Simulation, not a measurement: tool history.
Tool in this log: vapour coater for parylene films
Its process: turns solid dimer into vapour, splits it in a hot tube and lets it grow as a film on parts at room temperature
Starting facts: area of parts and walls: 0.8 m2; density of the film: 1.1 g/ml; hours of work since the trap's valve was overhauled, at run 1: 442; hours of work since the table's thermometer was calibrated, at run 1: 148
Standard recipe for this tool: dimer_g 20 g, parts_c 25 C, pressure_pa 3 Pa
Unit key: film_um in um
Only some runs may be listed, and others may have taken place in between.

run	hour	dimer_g	parts_c	pressure_pa	hours of work since the trap's valve was overhauled	hours of work since the table's thermometer was calibrated	film_um
1	0	20	25	3	442	148	12.52
2	10.9	20	25	3	448	153	12.63
3	31.4	20	25	3	458	163	12.4
4	44.3	20	25	3	464	170	12.42
5	66.7	20	25	3	475	181	12.54
6	88.7	20	25	2.74	486	192	12.64
# hour 94.3: trap's valve overhauled
7	114.2	20	25	3	10	202	12.07
8	123.6	20	25	3	14	207	12.27
9	142.1	20	25	3	24	216	12.13
10	164.1	20	25	3	34	227	12.19
11	176.4	20	32	3.78	41	233	10.03
12	191.8	27	21	11.81	48	240	14.11
13	213.9	27	21	7.83	59	251	15.28
# hour 222.8: trap's valve overhauled, once more
14	232	23	21	6.8	5	258	14.02
15	249.4	23	21	6.8	13	267	14.18
16	269.6	9	33	10.89	23	277	3.96
17	280.6	10	26	3	28	282	6.35
18	302.8	20	17	9.31	39	293	12.77

What if the next run were any one of these 5? Each begins from the tool's condition after run 18:
A	316.4	11	20	3	46	300	?
B	316.4	25	18	3	46	300	?
C	316.4	20	25	9.35	46	300	?
D	316.4	12	21	4.1	46	300	?
E	316.4	20	22	2.88	46	300	?

run	film_um
A	7.86
B	18.75
C	10.74
D	7.96
E	13.96
Stripped of hidden state, with their random variation kept, the same runs would have yielded:
run	film_um
A	7.9
B	18.84
C	10.79
D	8
E	14.03

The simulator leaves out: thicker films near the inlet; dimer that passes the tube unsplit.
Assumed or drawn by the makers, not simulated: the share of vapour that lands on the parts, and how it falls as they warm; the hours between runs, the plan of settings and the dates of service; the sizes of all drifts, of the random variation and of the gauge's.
